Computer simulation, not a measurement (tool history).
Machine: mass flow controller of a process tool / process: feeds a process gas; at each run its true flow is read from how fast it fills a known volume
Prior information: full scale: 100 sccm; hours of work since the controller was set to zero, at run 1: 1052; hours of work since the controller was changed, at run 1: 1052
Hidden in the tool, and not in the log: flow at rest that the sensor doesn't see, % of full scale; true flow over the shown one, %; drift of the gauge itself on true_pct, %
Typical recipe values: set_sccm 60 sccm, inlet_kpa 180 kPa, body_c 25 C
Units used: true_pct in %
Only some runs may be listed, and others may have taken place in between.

run,hour,set_sccm,inlet_kpa,body_c,hours of work since the controller was set to zero,hours of work since the controller was changed,true_pct
1,0.0,60,180,25,1052,1052,98.84
2,303.5,60,180,25,1280,1280,98.97
3,544.8,60,180,25,1461,1461,98.92
4,914.2,60,180,25,1737,1737,98.88
5,1273.4,60,180,25,2006,2006,98.82
6,1487.1,60,180,25,2167,2167,98.95
7,1845.5,60,180,24,2435,2435,99.34
8,2049.3,60,180,25,2588,2588,99.21
9,2362.6,60,180,25,2823,2823,99.21
10,2652.5,60,180,25,3040,3040,99.27
11,2855.1,60,180,25,3192,3192,99.40
12,3164.4,60,180,25,3423,3423,99.42
13,3491.9,60,180,25,3669,3669,99.44
14,3715.7,60,180,25,3837,3837,99.49
15,4050.9,60,180,25,4088,4088,99.55
16,4343.9,60,180,34,4307,4307,100.00
17,4596.4,60,180,34,4496,4496,99.85
18,4896.0,72,180,34,4721,4721,100.27
# hour 5019.8: controller's zero set anew
19,5198.2,72,180,34,134,4947,100.33
20,5461.6,60,180,25,331,5144,99.89
21,5675.3,60,180,25,491,5305,99.98
22,6061.2,91,183,34,780,5594,101.18
23,6433.7,91,183,34,1060,5873,101.17
24,6678.9,91,150,32,1243,6057,100.99
25,6989.6,91,150,32,1476,6289,101.20
26,7272.0,91,211,30,1688,6501,101.27
27,7587.0,65,170,30,1924,6737,100.47
28,7854.2,12,241,30,2124,6937,99.32
29,8045.3,36,223,22,2267,7081,99.68
30,8255.0,94,223,30,2424,7238,101.79
31,8526.4,67,223,30,2628,7441,100.99
32,8907.1,67,223,30,2913,7726,100.97
33,9145.4,22,262,40,3092,7905,100.08
# hour 9459.7: gauge calibrated
34,9459.7,22,262,40,3327,8140,98.38
35,9619.2,60,180,32,3447,8260,98.85
36,9996.1,14,243,21,3729,8542,97.62
37,10246.6,14,243,21,3917,8730,97.60
38,10485.4,19,163,38,4096,8909,97.89
39,10717.9,19,163,38,4270,9083,97.95
40,10953.5,60,180,26,4446,9260,99.11
41,11291.8,13,269,25,4700,9513,98.02
# hour 11434.4: controller's zero set anew
42,11533.1,13,269,25,74,9694,98.03

Each row is a separate what-if for the run after 42, all from the same tool condition, not one after another. Results?
A,11763.6,76,193,30,247,9866,?
B,11763.6,46,180,20,247,9866,?
C,11763.6,28,180,25,247,9866,?

run,true_pct
A,99.79
B,98.81
C,98.38
With no hidden state in the tool, these same runs would have given:
run,true_pct
A,99.32
B,98.35
C,97.91
